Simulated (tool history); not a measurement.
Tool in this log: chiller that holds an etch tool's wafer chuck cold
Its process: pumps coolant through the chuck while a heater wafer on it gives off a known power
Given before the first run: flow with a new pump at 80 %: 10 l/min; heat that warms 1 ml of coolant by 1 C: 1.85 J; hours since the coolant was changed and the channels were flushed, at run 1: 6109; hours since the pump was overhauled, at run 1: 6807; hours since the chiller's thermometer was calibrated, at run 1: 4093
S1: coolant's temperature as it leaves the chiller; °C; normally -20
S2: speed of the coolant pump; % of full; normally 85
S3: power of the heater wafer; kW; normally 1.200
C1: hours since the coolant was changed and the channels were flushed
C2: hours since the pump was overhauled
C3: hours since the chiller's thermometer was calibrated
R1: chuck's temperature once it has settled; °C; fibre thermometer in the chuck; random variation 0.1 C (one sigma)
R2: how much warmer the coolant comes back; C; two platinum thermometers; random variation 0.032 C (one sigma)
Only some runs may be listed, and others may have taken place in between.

{"run": 1, "hour": 0.0, "S1": -20, "S2": 85, "S3": 1.2, "C1": 6109, "C2": 6807, "C3": 4093, "R1": -9.6, "R2": 3.87}
{"run": 2, "hour": 165.9, "S1": -20, "S2": 95, "S3": 1.2, "C1": 6275, "C2": 6973, "C3": 4259, "R1": -10.2, "R2": 3.5}
{"run": 3, "hour": 305.8, "S1": -20, "S2": 95, "S3": 1.2, "C1": 6415, "C2": 7112, "C3": 4399, "R1": -10.0, "R2": 3.51}
{"run": 4, "hour": 414.8, "S1": -20, "S2": 95, "S3": 1.2, "C1": 6524, "C2": 7221, "C3": 4508, "R1": -10.3, "R2": 3.47}
{"run": 5, "hour": 544.1, "S1": -20, "S2": 95, "S3": 1.2, "C1": 6653, "C2": 7351, "C3": 4637, "R1": -10.3, "R2": 3.51}
{"run": 6, "hour": 700.6, "S1": -20, "S2": 95, "S3": 1.2, "C1": 6810, "C2": 7507, "C3": 4794, "R1": -10.1, "R2": 3.5}
{"run": 7, "hour": 836.8, "S1": -20, "S2": 95, "S3": 1.2, "C1": 6946, "C2": 7644, "C3": 4930, "R1": -10.1, "R2": 3.51}
{"run": 8, "hour": 916.1, "S1": -20, "S2": 95, "S3": 1.2, "C1": 7025, "C2": 7723, "C3": 5009, "R1": -10.1, "R2": 3.5}
{"run": 9, "hour": 1059.9, "S1": -20, "S2": 95, "S3": 1.2, "C1": 7169, "C2": 7867, "C3": 5153, "R1": -10.0, "R2": 3.48}
{"run": 10, "hour": 1153.4, "S1": -20, "S2": 95, "S3": 1.2, "C1": 7263, "C2": 7960, "C3": 5247, "R1": -10.0, "R2": 3.49}
{"hour": 1174.8, "done": "coolant changed, channels flushed"}
{"run": 11, "hour": 1307.2, "S1": -20, "S2": 95, "S3": 1.2, "C1": 132, "C2": 8108, "C3": 5394, "R1": -10.6, "R2": 3.49}
{"hour": 1447.3, "done": "chiller's thermometer calibrated"}
{"run": 12, "hour": 1475.7, "S1": -20, "S2": 95, "S3": 1.2, "C1": 300, "C2": 8275, "C3": 28, "R1": -11.1, "R2": 3.42}
{"run": 13, "hour": 1606.3, "S1": -25, "S2": 85, "S3": 1.2, "C1": 430, "C2": 8406, "C3": 159, "R1": -15.0, "R2": 3.95}
{"run": 14, "hour": 1731.6, "S1": -25, "S2": 85, "S3": 1.2, "C1": 556, "C2": 8531, "C3": 284, "R1": -15.2, "R2": 3.96}
{"run": 15, "hour": 1887.9, "S1": -25, "S2": 85, "S3": 1.152, "C1": 712, "C2": 8688, "C3": 441, "R1": -15.5, "R2": 3.78}
{"run": 16, "hour": 2042.7, "S1": -16, "S2": 72, "S3": 1.434, "C1": 867, "C2": 8842, "C3": 595, "R1": -2.7, "R2": 5.62}
{"hour": 2058.3, "done": "coolant pump overhauled"}
{"run": 17, "hour": 2138.5, "S1": -20, "S2": 89, "S3": 1.2, "C1": 958, "C2": 80, "C3": 686, "R1": -10.1, "R2": 3.91}
{"run": 18, "hour": 2304.6, "S1": -20, "S2": 89, "S3": 1.2, "C1": 1124, "C2": 246, "C3": 852, "R1": -10.0, "R2": 3.95}
{"run": 19, "hour": 2461.1, "S1": -20, "S2": 89, "S3": 1.2, "C1": 1280, "C2": 403, "C3": 1009, "R1": -10.2, "R2": 3.96}
{"run": 20, "hour": 2606.1, "S1": -13, "S2": 89, "S3": 0.654, "C1": 1425, "C2": 548, "C3": 1154, "R1": -7.6, "R2": 2.11}
{"run": 21, "hour": 2771.3, "S1": -13, "S2": 89, "S3": 0.654, "C1": 1590, "C2": 713, "C3": 1319, "R1": -7.5, "R2": 2.19}
{"hour": 2812.9, "done": "coolant pump overhauled, once more"}
{"run": 22, "hour": 2866.2, "S1": -13, "S2": 89, "S3": 0.654, "C1": 1680, "C2": 53, "C3": 1409, "R1": -7.7, "R2": 1.91}
{"run": 23, "hour": 3030.4, "S1": -20, "S2": 71, "S3": 1.2, "C1": 1845, "C2": 217, "C3": 1573, "R1": -9.3, "R2": 4.45}
{"run": 24, "hour": 3196.4, "S1": -20, "S2": 85, "S3": 1.248, "C1": 2011, "C2": 384, "C3": 1739, "R1": -9.9, "R2": 3.84}

Predict the results of run 25:
{"run": 25, "hour": 3360.1, "S1": -20, "S2": 85, "S3": 1.248, "C1": 2174, "C2": 547, "C3": 1903, "R1": "?", "R2": "?"}

Run 25 gave R1 -10.0 °C, R2 3.81 C.
With no hidden state in the tool, this same run would have given R1 -10.4 °C, R2 3.77 C.
